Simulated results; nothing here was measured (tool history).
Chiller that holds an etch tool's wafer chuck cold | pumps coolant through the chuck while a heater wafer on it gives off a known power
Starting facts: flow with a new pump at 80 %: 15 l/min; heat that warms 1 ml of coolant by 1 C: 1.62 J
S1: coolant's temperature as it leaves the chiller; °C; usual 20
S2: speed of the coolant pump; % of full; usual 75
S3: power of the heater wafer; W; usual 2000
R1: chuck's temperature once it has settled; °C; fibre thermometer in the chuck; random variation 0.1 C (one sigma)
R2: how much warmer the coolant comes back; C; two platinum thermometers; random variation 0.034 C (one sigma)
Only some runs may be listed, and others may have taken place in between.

Run 1, hour 0: usual settings. Result: R1 36.1 °C, R2 5.31 C.
Run 2, hour 139: usual settings. Result: R1 36.2 °C, R2 5.24 C.
Run 3, hour 277.5: usual settings. Result: R1 36.2 °C, R2 5.31 C.
Run 4, hour 434.9: usual settings. Result: R1 36.2 °C, R2 5.32 C.
Run 5, hour 578.5: usual settings. Result: R1 36.2 °C, R2 5.25 C.
At hour 695.3: chiller's thermometer calibrated.
Run 6, hour 746.5: usual settings. Result: R1 36.2 °C, R2 5.23 C.
Run 7, hour 907.7: usual settings. Result: R1 36.1 °C, R2 5.23 C.
Run 8, hour 1111.2: usual settings. Result: R1 36.3 °C, R2 5.21 C.
Run 9, hour 1221.9: usual settings but S1 24 °C. Result: R1 40 °C, R2 5.19 C.
Run 10, hour 1334.8: usual settings but S1 24 °C. Result: R1 40.2 °C, R2 5.14 C.
Run 11, hour 1526.6: usual settings but S1 24 °C. Result: R1 40.3 °C, R2 5.16 C.
Run 12, hour 1617.2: usual settings but S2 62 % of full. Result: R1 38.4 °C, R2 6.36 C.
Run 13, hour 1750.3: usual settings but S2 62 % of full. Result: R1 38.4 °C, R2 6.4 C.
Run 14, hour 1895.4: usual settings but S2 62 % of full. Result: R1 38.2 °C, R2 6.41 C.
Run 15, hour 2102.3: usual settings but S2 62 % of full. Result: R1 38.4 °C, R2 6.38 C.
Run 16, hour 2228.1: usual settings but S1 17 °C. Result: R1 33.2 °C, R2 5.13 C.
Run 17, hour 2364.2: usual settings but S1 17 °C. Result: R1 33.1 °C, R2 5.17 C.
Run 18, hour 2570.5: usual settings but S1 15 °C, S3 1311 W. Result: R1 25.5 °C, R2 3.32 C.
Run 19, hour 2755.1: usual settings but S1 15 °C, S3 1311 W. Result: R1 25.5 °C, R2 3.28 C.
Run 20, hour 2900.3: usual settings but S1 15 °C, S3 1311 W. Result: R1 25.5 °C, R2 3.28 C.
Run 21, hour 3064.7: usual settings but S1 14 °C, S2 91 % of full, S3 2362 W. Result: R1 31.1 °C, R2 4.91 C.
Run 22, hour 3227.3: usual settings but S1 14 °C, S2 91 % of full, S3 2362 W. Result: R1 30.6 °C, R2 4.89 C.
Run 23, hour 3358.9: usual settings but S1 14 °C, S2 91 % of full, S3 2362 W. Result: R1 30.8 °C, R2 4.8 C.
Run 24, hour 3553.3: usual settings but S1 14 °C, S2 91 % of full, S3 2362 W. Result: R1 31 °C, R2 4.81 C.
Run 25, hour 3732.6: usual settings but S1 14 °C, S2 91 % of full, S3 2362 W. Result: R1 31.1 °C, R2 4.86 C.
At hour 3774.6: gauge calibrated.
Run 26, hour 3921.8: usual settings but S1 21 °C, S2 81 % of full, S3 1334 W. Result: R1 31.2 °C, R2 3.3 C.
At hour 4017: chiller's thermometer calibrated.
Run 27, hour 4125.3: usual settings but S1 21 °C, S2 81 % of full, S3 1334 W. Result: R1 31.1 °C, R2 3.22 C.
Run 28, hour 4226.5: usual settings but S1 21 °C, S2 81 % of full, S3 1334 W. Result: R1 31.3 °C, R2 3.25 C.
Run 29, hour 4439.8: usual settings but S1 19 °C, S2 74 % of full, S3 2643 W. Result: R1 40.7 °C, R2 7.05 C.
Run 30, hour 4645.8: usual settings but S1 19 °C, S2 74 % of full, S3 2643 W. Result: R1 40.4 °C, R2 7.04 C.
At hour 4671.1: coolant changed, channels flushed.
Run 31, hour 4746.6: usual settings but S1 15 °C, S2 91 % of full, S3 1743 W. Result: R1 27.4 °C, R2 3.67 C.
Run 32, hour 4929.9: usual settings but S1 15 °C, S2 91 % of full, S3 1743 W. Result: R1 27.3 °C, R2 3.65 C.

What if the next run were any one of these 3? Each begins from the tool's condition after run 32:
Run A, hour 5119.6: usual settings but S2 64 % of full, S3 1670 W. Result: R1 ?, R2 ?.
Run B, hour 5119.6: usual settings but S1 15 °C, S2 84 % of full, S3 1743 W. Result: R1 ?, R2 ?.
Run C, hour 5119.6: usual settings but S1 15 °C, S2 91 % of full, S3 2491 W. Result: R1 ?, R2 ?.

run    R1    R2
  A    35  5.22
  B  27.9  3.98
  C  32.8  5.28
With the hidden condition removed and each run's random variation left untouched, the same runs would have given:
run    R1    R2
  A    35  5.31
  B  27.9  4.06
  C  32.8  5.37
